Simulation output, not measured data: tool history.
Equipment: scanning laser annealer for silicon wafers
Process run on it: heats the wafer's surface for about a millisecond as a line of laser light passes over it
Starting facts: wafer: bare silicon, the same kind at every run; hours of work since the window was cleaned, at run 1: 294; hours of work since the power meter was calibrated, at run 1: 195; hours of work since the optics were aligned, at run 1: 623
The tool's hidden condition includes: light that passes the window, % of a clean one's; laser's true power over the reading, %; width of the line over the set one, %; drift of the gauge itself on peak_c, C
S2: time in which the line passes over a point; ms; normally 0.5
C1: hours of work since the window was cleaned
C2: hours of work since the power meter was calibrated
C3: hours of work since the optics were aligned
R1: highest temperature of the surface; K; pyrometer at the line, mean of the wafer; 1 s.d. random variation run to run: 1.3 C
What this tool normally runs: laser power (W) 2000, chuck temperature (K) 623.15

Run 1, hour 0: usual settings; C1 294; C2 195; C3 623. Result: R1 1440.15 K.
Run 2, hour 24.8: usual settings; C1 313; C2 214; C3 643. Result: R1 1437.15 K.
Run 3, hour 39.9: usual settings; C1 325; C2 226; C3 655. Result: R1 1439.15 K.
Run 4, hour 63.1: usual settings but chuck temperature (K) 618.15; C1 344; C2 245; C3 673. Result: R1 1431.15 K.
Run 5, hour 76.8: usual settings but chuck temperature (K) 618.15; C1 354; C2 256; C3 684. Result: R1 1431.15 K.
Run 6, hour 94.1: usual settings but chuck temperature (K) 618.15; C1 368; C2 269; C3 698. Result: R1 1429.15 K.
Run 7, hour 111.3: usual settings but chuck temperature (K) 618.15; C1 382; C2 283; C3 712. Result: R1 1428.15 K.
Run 8, hour 132.8: usual settings but chuck temperature (K) 618.15; C1 399; C2 300; C3 729. Result: R1 1429.15 K.
At hour 142.8: window over the wafer cleaned.
Run 9, hour 156.2: usual settings but chuck temperature (K) 618.15; C1 11; C2 317; C3 746. Result: R1 1446.15 K.
Run 10, hour 177: usual settings but laser power (W) 1727, S2 0.482 ms, chuck temperature (K) 632.15; C1 27; C2 334; C3 762. Result: R1 1334.15 K.
Run 11, hour 205.6: usual settings but laser power (W) 1727, S2 0.482 ms, chuck temperature (K) 632.15; C1 50; C2 356; C3 785. Result: R1 1332.15 K.
Run 12, hour 229.7: usual settings but laser power (W) 1836, S2 0.456 ms, chuck temperature (K) 654.15; C1 69; C2 375; C3 804. Result: R1 1372.15 K.
Run 13, hour 247.6: usual settings but laser power (W) 2088, S2 0.394 ms, chuck temperature (K) 586.15; C1 83; C2 390; C3 818. Result: R1 1346.15 K.
Run 14, hour 272.3: usual settings but S2 0.355 ms, chuck temperature (K) 630.15; C1 103; C2 409; C3 838. Result: R1 1321.15 K.
Run 15, hour 302.1: usual settings but laser power (W) 2127, S2 0.397 ms, chuck temperature (K) 629.15; C1 126; C2 433; C3 861. Result: R1 1405.15 K.
Run 16, hour 318.2: usual settings but laser power (W) 1724, S2 0.439 ms, chuck temperature (K) 584.15; C1 139; C2 446; C3 874. Result: R1 1246.15 K.
Run 17, hour 334.4: usual settings but laser power (W) 2010, S2 0.363 ms, chuck temperature (K) 591.15; C1 152; C2 458; C3 887. Result: R1 1291.15 K.

Forecast each of these 3 alternatives for the next run:
Run A, hour 362.3: usual settings but chuck temperature (K) 655.15; C1 174; C2 481; C3 909. Result: R1 ?.
Run B, hour 362.3: usual settings but laser power (W) 2121, S2 0.405 ms, chuck temperature (K) 618.15; C1 174; C2 481; C3 909. Result: R1 ?.
Run C, hour 362.3: usual settings but laser power (W) 1979, chuck temperature (K) 616.15; C1 174; C2 481; C3 909. Result: R1 ?.

run       R1
  A  1472.15
  B  1400.15
  C  1425.15
Take away the tool's hidden state, keep each run's random variation, and the runs would have read:
run       R1
  A  1490.15
  B  1417.15
  C  1442.15

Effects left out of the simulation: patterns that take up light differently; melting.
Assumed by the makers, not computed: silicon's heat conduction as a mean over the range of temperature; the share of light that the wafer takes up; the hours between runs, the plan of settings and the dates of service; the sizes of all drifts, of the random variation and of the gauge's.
